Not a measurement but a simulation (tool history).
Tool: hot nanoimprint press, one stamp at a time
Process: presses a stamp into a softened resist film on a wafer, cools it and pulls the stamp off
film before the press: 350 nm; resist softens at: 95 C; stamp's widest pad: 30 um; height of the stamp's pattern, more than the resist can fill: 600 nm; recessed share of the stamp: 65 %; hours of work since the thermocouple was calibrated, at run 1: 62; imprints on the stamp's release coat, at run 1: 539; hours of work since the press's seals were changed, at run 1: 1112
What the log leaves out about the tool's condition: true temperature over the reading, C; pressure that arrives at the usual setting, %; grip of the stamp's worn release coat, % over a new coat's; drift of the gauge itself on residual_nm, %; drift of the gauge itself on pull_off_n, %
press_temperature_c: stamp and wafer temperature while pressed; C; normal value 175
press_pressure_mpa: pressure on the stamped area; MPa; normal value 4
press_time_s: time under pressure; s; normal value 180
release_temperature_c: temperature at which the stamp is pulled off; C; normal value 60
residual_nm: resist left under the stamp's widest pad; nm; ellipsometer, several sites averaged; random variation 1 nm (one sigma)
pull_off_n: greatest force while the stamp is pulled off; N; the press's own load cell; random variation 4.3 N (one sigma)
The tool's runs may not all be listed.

run	hour	press_temperature_c	press_pressure_mpa	press_time_s	release_temperature_c	hours of work since the thermocouple was calibrated	imprints on the stamp's release coat	hours of work since the press's seals were changed	residual_nm	pull_off_n
1	0	175	4	180	60	62	539	1112	211.9	247
# hour 9.4: stamp cleaned and given a new release coat
2	53.4	175	4	180	60	99	150	1148	208.5	210
3	114.2	175	4	180	56	146	357	1196	211.5	239
4	154.8	175	4	180	56	178	496	1228	211.4	246
# hour 175.2: stamp cleaned and given a new release coat
# hour 226.7: press's hydraulic seals changed and the load cell set to zero
5	249.7	175	4	180	56	241	227	18	203.8	231
6	314.1	175	5.39	180	56	291	446	68	179.4	246
# hour 352.1: stamp cleaned and given a new release coat
7	390.5	175	5.39	180	49	346	131	123	177.9	234
8	424.9	175	4	160	60	373	249	150	209.2	226
9	500.3	175	4	160	60	432	506	209	209.3	247
# hour 509.2: plate thermocouple calibrated
# hour 521.6: stamp cleaned and given a new release coat
10	566.4	175	4	180	60	40	153	254	204.9	214
11	616.8	178	3.51	180	60	79	325	293	200	235
12	654.1	178	3.51	180	60	108	452	322	199.4	244
# hour 690.7: stamp cleaned and given a new release coat
13	743.5	183	2.95	293	63	174	180	387	157.4	211
14	819.5	183	2.54	312	63	233	439	446	164.3	227
# hour 858.9: stamp cleaned and given a new release coat
15	906.4	179	4.85	312	61	296	163	510	134.9	213
16	947.4	179	4.85	312	61	328	303	542	137.2	218
17	997.7	187	3.37	312	51	367	474	581	127.3	252
# hour 1027.3: stamp cleaned and given a new release coat
18	1047.3	167	5.05	92	55	401	68	615	269.5	219
19	1087.2	178	4	150	65	432	204	646	196.6	203
# hour 1093.6: plate thermocouple calibrated
20	1152.4	165	2.66	255	49	46	416	695	270.4	250

What if the next run were any one of these 5? Each begins from the tool's condition after run 20:
# hour 1195.7: stamp cleaned and given a new release coat
A	1221.4	175	2.53	194	57	95	88	744	?	?
# hour 1195.7: stamp cleaned and given a new release coat
B	1221.4	184	4	180	68	95	88	744	?	?
# hour 1195.7: stamp cleaned and given a new release coat
C	1221.4	165	3.25	255	49	95	88	744	?	?
# hour 1195.7: stamp cleaned and given a new release coat
D	1221.4	170	2.66	255	49	95	88	744	?	?
# hour 1195.7: stamp cleaned and given a new release coat
E	1221.4	175	4	173	51	95	88	744	?	?

run	residual_nm	pull_off_n
A	237.4	210
B	162.4	195
C	253.4	228
D	242.1	227
E	208.9	234
Without the tool's unlogged condition, the same runs would have read:
run	residual_nm	pull_off_n
A	237.3	205
B	160.7	190
C	253	222
D	242.1	221
E	207.3	228

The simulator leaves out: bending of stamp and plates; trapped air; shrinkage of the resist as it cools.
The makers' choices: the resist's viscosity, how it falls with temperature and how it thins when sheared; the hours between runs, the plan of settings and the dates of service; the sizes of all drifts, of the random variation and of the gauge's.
